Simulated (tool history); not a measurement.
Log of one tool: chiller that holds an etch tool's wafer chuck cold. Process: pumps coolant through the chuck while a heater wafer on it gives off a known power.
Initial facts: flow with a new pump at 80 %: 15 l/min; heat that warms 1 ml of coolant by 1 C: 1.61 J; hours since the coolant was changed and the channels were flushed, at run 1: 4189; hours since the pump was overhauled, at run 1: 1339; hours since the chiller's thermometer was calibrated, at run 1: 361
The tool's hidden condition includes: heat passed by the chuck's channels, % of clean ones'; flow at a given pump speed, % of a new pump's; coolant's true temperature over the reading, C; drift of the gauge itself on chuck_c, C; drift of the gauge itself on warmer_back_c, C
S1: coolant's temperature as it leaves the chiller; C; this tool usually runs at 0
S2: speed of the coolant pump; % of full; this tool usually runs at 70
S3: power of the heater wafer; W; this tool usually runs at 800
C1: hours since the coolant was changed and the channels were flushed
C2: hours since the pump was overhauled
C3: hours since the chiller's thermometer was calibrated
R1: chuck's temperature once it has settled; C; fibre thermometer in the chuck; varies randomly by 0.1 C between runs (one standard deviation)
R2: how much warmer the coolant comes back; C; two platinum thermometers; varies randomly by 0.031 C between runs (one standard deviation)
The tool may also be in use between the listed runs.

{"run": 1, "day": 0.0, "S1": 0, "S2": 70, "S3": 800, "C1": 4189, "C2": 1339, "C3": 361, "R1": 7.3, "R2": 2.29}
{"run": 2, "day": 1.254, "S1": 0, "S2": 70, "S3": 558, "C1": 4219, "C2": 1369, "C3": 391, "R1": 5.1, "R2": 1.63}
{"run": 3, "day": 2.708, "S1": 0, "S2": 70, "S3": 558, "C1": 4254, "C2": 1404, "C3": 426, "R1": 5.1, "R2": 1.6}
{"run": 4, "day": 5.038, "S1": 0, "S2": 70, "S3": 558, "C1": 4310, "C2": 1460, "C3": 482, "R1": 5, "R2": 1.6}
{"run": 5, "day": 6.975, "S1": 0, "S2": 70, "S3": 558, "C1": 4356, "C2": 1506, "C3": 528, "R1": 5.1, "R2": 1.56}
{"run": 6, "day": 8.538, "S1": 0, "S2": 70, "S3": 558, "C1": 4394, "C2": 1544, "C3": 566, "R1": 5, "R2": 1.6}
{"run": 7, "day": 11.121, "S1": 0, "S2": 70, "S3": 558, "C1": 4456, "C2": 1606, "C3": 628, "R1": 5.3, "R2": 1.6}
{"run": 8, "day": 12.633, "S1": 0, "S2": 70, "S3": 558, "C1": 4492, "C2": 1642, "C3": 664, "R1": 5.2, "R2": 1.53}
{"run": 9, "day": 14.017, "S1": 1, "S2": 69, "S3": 592, "C1": 4525, "C2": 1675, "C3": 697, "R1": 6.6, "R2": 1.68}

Forecast run 10:
{"run": 10, "day": 15.504, "S1": 1, "S2": 69, "S3": 592, "C1": 4561, "C2": 1711, "C3": 733, "R1": "?", "R2": "?"}

R1: 6.5 C
R2: 1.63 C
With the hidden condition absent and the run-to-run variation left alone, this run would have shown R1 6.5 C, R2 1.72 C.
